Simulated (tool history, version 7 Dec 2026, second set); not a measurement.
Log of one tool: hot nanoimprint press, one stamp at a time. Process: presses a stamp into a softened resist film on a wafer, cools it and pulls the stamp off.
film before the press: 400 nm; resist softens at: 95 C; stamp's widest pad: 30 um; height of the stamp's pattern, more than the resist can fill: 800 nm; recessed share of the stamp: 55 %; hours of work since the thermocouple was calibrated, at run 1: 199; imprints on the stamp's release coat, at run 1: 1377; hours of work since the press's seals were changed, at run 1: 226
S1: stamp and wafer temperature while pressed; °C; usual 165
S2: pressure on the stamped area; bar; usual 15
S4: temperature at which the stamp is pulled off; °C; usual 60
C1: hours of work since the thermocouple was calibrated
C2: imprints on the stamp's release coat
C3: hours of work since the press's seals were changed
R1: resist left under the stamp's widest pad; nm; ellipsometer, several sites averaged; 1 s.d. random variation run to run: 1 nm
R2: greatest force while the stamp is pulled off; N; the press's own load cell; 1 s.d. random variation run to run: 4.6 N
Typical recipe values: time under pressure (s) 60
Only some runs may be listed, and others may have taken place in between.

Run 1, day 0: usual settings; C1 199; C2 1377; C3 226. Result: R1 162.4 nm, R2 221 N.
Run 2, day 0.167: usual settings but S4 51 °C; C1 201; C2 1388; C3 228. Result: R1 163.1 nm, R2 267 N.
Run 3, day 0.475: usual settings but time under pressure (s) 71, S4 51 °C; C1 205; C2 1407; C3 232. Result: R1 153 nm, R2 277 N.
Run 4, day 0.754: usual settings; C1 208; C2 1425; C3 235. Result: R1 164.5 nm, R2 225 N.
Run 5, day 1.112: usual settings; C1 213; C2 1447; C3 239. Result: R1 164.7 nm, R2 226 N.
Run 6, day 1.479: usual settings but S1 154 °C; C1 217; C2 1470; C3 244. Result: R1 249.3 nm, R2 230 N.
Run 7, day 1.717: usual settings but S2 10.3 bar; C1 220; C2 1485; C3 247. Result: R1 195.2 nm, R2 216 N.
Run 8, day 2.121: usual settings but S4 49 °C; C1 225; C2 1510; C3 252. Result: R1 163.9 nm, R2 285 N.
Run 9, day 2.283: usual settings but S4 49 °C; C1 227; C2 1520; C3 254. Result: R1 165.2 nm, R2 286 N.
Run 10, day 2.488: usual settings; C1 230; C2 1533; C3 257. Result: R1 162.4 nm, R2 222 N.
Run 11, day 2.858: usual settings; C1 234; C2 1556; C3 261. Result: R1 162 nm, R2 220 N.
Run 12, day 3.112: usual settings; C1 237; C2 1572; C3 264. Result: R1 164.4 nm, R2 225 N.
Run 13, day 3.429: usual settings; C1 241; C2 1592; C3 268. Result: R1 162.3 nm, R2 237 N.
Run 14, day 3.704: usual settings but time under pressure (s) 64; C1 245; C2 1609; C3 272. Result: R1 161 nm, R2 226 N.
Run 15, day 4.05: usual settings but S1 155 °C; C1 249; C2 1631; C3 276. Result: R1 239.6 nm, R2 232 N.
Run 16, day 4.304: usual settings but S1 155 °C; C1 252; C2 1646; C3 279. Result: R1 241.5 nm, R2 227 N.
Run 17, day 4.508: usual settings but S1 171 °C, S4 58 °C; C1 255; C2 1659; C3 282. Result: R1 129.4 nm, R2 242 N.

Run 18, settings as shown, results not yet in. Your forecast:
Run 18, day 4.871: usual settings but S1 171 °C, S4 58 °C; C1 259; C2 1682; C3 286. Result: R1 ?, R2 ?.

Run 18 measured R1 129.2 nm, R2 232 N.
With the hidden condition absent and the run-to-run variation left alone, this run would have shown R1 129.1 nm, R2 231 N.
